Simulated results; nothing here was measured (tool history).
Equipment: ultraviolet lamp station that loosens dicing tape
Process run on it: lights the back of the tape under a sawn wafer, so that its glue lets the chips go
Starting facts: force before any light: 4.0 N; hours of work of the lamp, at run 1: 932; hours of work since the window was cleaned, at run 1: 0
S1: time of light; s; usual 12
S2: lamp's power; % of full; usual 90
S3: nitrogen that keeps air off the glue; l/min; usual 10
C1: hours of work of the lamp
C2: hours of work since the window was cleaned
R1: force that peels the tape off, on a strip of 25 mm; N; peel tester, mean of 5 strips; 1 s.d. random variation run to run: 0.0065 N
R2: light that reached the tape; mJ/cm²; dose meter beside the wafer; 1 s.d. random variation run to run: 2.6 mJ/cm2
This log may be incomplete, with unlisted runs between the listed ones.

{"run": 1, "day": 0.0, "S1": 12, "S2": 90, "S3": 10, "C1": 932, "C2": 0, "R1": 0.259, "R2": 263}
{"run": 2, "day": 3.754, "S1": 12, "S2": 90, "S3": 10, "C1": 985, "C2": 53, "R1": 0.287, "R2": 254}
{"run": 3, "day": 7.767, "S1": 12, "S2": 90, "S3": 10, "C1": 1042, "C2": 110, "R1": 0.28, "R2": 253}
{"run": 4, "day": 10.771, "S1": 12, "S2": 90, "S3": 10, "C1": 1084, "C2": 152, "R1": 0.303, "R2": 241}
{"run": 5, "day": 14.508, "S1": 12, "S2": 90, "S3": 10, "C1": 1137, "C2": 205, "R1": 0.307, "R2": 235}
{"run": 6, "day": 16.8, "S1": 12, "S2": 90, "S3": 6, "C1": 1169, "C2": 237, "R1": 0.427, "R2": 228}
{"run": 7, "day": 19.396, "S1": 12, "S2": 90, "S3": 6, "C1": 1206, "C2": 274, "R1": 0.445, "R2": 228}
{"day": 23.017, "done": "window cleaned of glue's vapour"}
{"run": 8, "day": 23.033, "S1": 12, "S2": 90, "S3": 6, "C1": 1257, "C2": 0, "R1": 0.385, "R2": 244}
{"run": 9, "day": 24.888, "S1": 12, "S2": 90, "S3": 6, "C1": 1283, "C2": 26, "R1": 0.401, "R2": 240}
{"run": 10, "day": 27.038, "S1": 12, "S2": 90, "S3": 6, "C1": 1314, "C2": 57, "R1": 0.418, "R2": 238}
{"run": 11, "day": 29.092, "S1": 12, "S2": 90, "S3": 6, "C1": 1342, "C2": 86, "R1": 0.433, "R2": 233}
{"run": 12, "day": 33.196, "S1": 7, "S2": 90, "S3": 10, "C1": 1400, "C2": 144, "R1": 0.766, "R2": 129}
{"run": 13, "day": 37.017, "S1": 8, "S2": 90, "S3": 10, "C1": 1454, "C2": 197, "R1": 0.672, "R2": 147}
{"run": 14, "day": 39.725, "S1": 19, "S2": 90, "S3": 10, "C1": 1493, "C2": 236, "R1": 0.181, "R2": 341}
{"run": 15, "day": 42.412, "S1": 12, "S2": 90, "S3": 10, "C1": 1530, "C2": 274, "R1": 0.365, "R2": 209}
{"run": 16, "day": 45.35, "S1": 18, "S2": 90, "S3": 10, "C1": 1572, "C2": 315, "R1": 0.224, "R2": 307}
{"day": 45.917, "done": "window cleaned of glue's vapour"}
{"run": 17, "day": 47.95, "S1": 18, "S2": 90, "S3": 10, "C1": 1608, "C2": 29, "R1": 0.206, "R2": 330}
{"run": 18, "day": 49.771, "S1": 18, "S2": 90, "S3": 10, "C1": 1634, "C2": 54, "R1": 0.193, "R2": 328}
{"run": 19, "day": 53.371, "S1": 12, "S2": 90, "S3": 13, "C1": 1685, "C2": 105, "R1": 0.315, "R2": 215}
{"run": 20, "day": 55.117, "S1": 12, "S2": 90, "S3": 13, "C1": 1709, "C2": 130, "R1": 0.329, "R2": 213}
{"run": 21, "day": 58.208, "S1": 13, "S2": 90, "S3": 10, "C1": 1753, "C2": 173, "R1": 0.344, "R2": 223}
{"day": 59.758, "done": "lamp changed"}
{"run": 22, "day": 62.558, "S1": 13, "S2": 90, "S3": 10, "C1": 40, "C2": 234, "R1": 0.212, "R2": 314}
{"run": 23, "day": 64.562, "S1": 13, "S2": 90, "S3": 10, "C1": 68, "C2": 262, "R1": 0.219, "R2": 308}
{"run": 24, "day": 68.604, "S1": 13, "S2": 90, "S3": 10, "C1": 125, "C2": 319, "R1": 0.217, "R2": 300}
{"day": 68.933, "done": "window cleaned of glue's vapour"}
{"run": 25, "day": 72.683, "S1": 13, "S2": 90, "S3": 10, "C1": 182, "C2": 53, "R1": 0.198, "R2": 325}
{"run": 26, "day": 75.788, "S1": 13, "S2": 90, "S3": 10, "C1": 226, "C2": 97, "R1": 0.198, "R2": 318}
{"run": 27, "day": 77.692, "S1": 19, "S2": 66, "S3": 10, "C1": 253, "C2": 124, "R1": 0.181, "R2": 337}
{"run": 28, "day": 81.746, "S1": 19, "S2": 66, "S3": 10, "C1": 310, "C2": 181, "R1": 0.206, "R2": 333}
{"run": 29, "day": 85.946, "S1": 19, "S2": 66, "S3": 10, "C1": 369, "C2": 240, "R1": 0.208, "R2": 314}
{"run": 30, "day": 87.958, "S1": 12, "S2": 67, "S3": 6, "C1": 398, "C2": 268, "R1": 0.543, "R2": 204}
{"run": 31, "day": 89.967, "S1": 8, "S2": 63, "S3": 6, "C1": 426, "C2": 297, "R1": 1.071, "R2": 125}
{"day": 91.908, "done": "window cleaned of glue's vapour"}
{"run": 32, "day": 93.504, "S1": 12, "S2": 90, "S3": 7, "C1": 476, "C2": 23, "R1": 0.274, "R2": 292}
{"run": 33, "day": 97.238, "S1": 10, "S2": 90, "S3": 7, "C1": 528, "C2": 75, "R1": 0.399, "R2": 233}
{"run": 34, "day": 100.583, "S1": 19, "S2": 66, "S3": 7, "C1": 575, "C2": 122, "R1": 0.245, "R2": 315}
{"run": 35, "day": 104.133, "S1": 8, "S2": 75, "S3": 4, "C1": 625, "C2": 172, "R1": 1.062, "R2": 144}
{"run": 36, "day": 107.638, "S1": 17, "S2": 70, "S3": 10, "C1": 675, "C2": 222, "R1": 0.241, "R2": 284}
{"run": 37, "day": 110.679, "S1": 17, "S2": 70, "S3": 10, "C1": 718, "C2": 265, "R1": 0.233, "R2": 278}
{"run": 38, "day": 114.046, "S1": 19, "S2": 88, "S3": 4, "C1": 765, "C2": 312, "R1": 0.255, "R2": 376}
{"day": 114.692, "done": "window cleaned of glue's vapour"}
{"run": 39, "day": 118.05, "S1": 9, "S2": 90, "S3": 10, "C1": 822, "C2": 47, "R1": 0.38, "R2": 197}
{"run": 40, "day": 122.35, "S1": 15, "S2": 78, "S3": 14, "C1": 882, "C2": 108, "R1": 0.204, "R2": 282}
{"run": 41, "day": 124.6, "S1": 18, "S2": 90, "S3": 10, "C1": 914, "C2": 140, "R1": 0.184, "R2": 383}
{"run": 42, "day": 128.775, "S1": 12, "S2": 81, "S3": 10, "C1": 973, "C2": 199, "R1": 0.333, "R2": 221}
{"run": 43, "day": 131.104, "S1": 21, "S2": 91, "S3": 5, "C1": 1006, "C2": 232, "R1": 0.192, "R2": 427}

Forecast each of these 3 alternatives for the next run:
{"run": "A", "day": 134.342, "S1": 21, "S2": 65, "S3": 3, "C1": 1051, "C2": 277, "R1": "?", "R2": "?"}
{"run": "B", "day": 134.342, "S1": 13, "S2": 90, "S3": 10, "C1": 1051, "C2": 277, "R1": "?", "R2": "?"}
{"run": "C", "day": 134.342, "S1": 21, "S2": 62, "S3": 5, "C1": 1051, "C2": 277, "R1": "?", "R2": "?"}

run=A R1=0.445 R2=298
run=B R1=0.268 R2=255
run=C R1=0.359 R2=283
With no hidden state in the tool, these same runs would have given:
run=A R1=0.271 R2=404
run=B R1=0.188 R2=346
run=C R1=0.233 R2=384

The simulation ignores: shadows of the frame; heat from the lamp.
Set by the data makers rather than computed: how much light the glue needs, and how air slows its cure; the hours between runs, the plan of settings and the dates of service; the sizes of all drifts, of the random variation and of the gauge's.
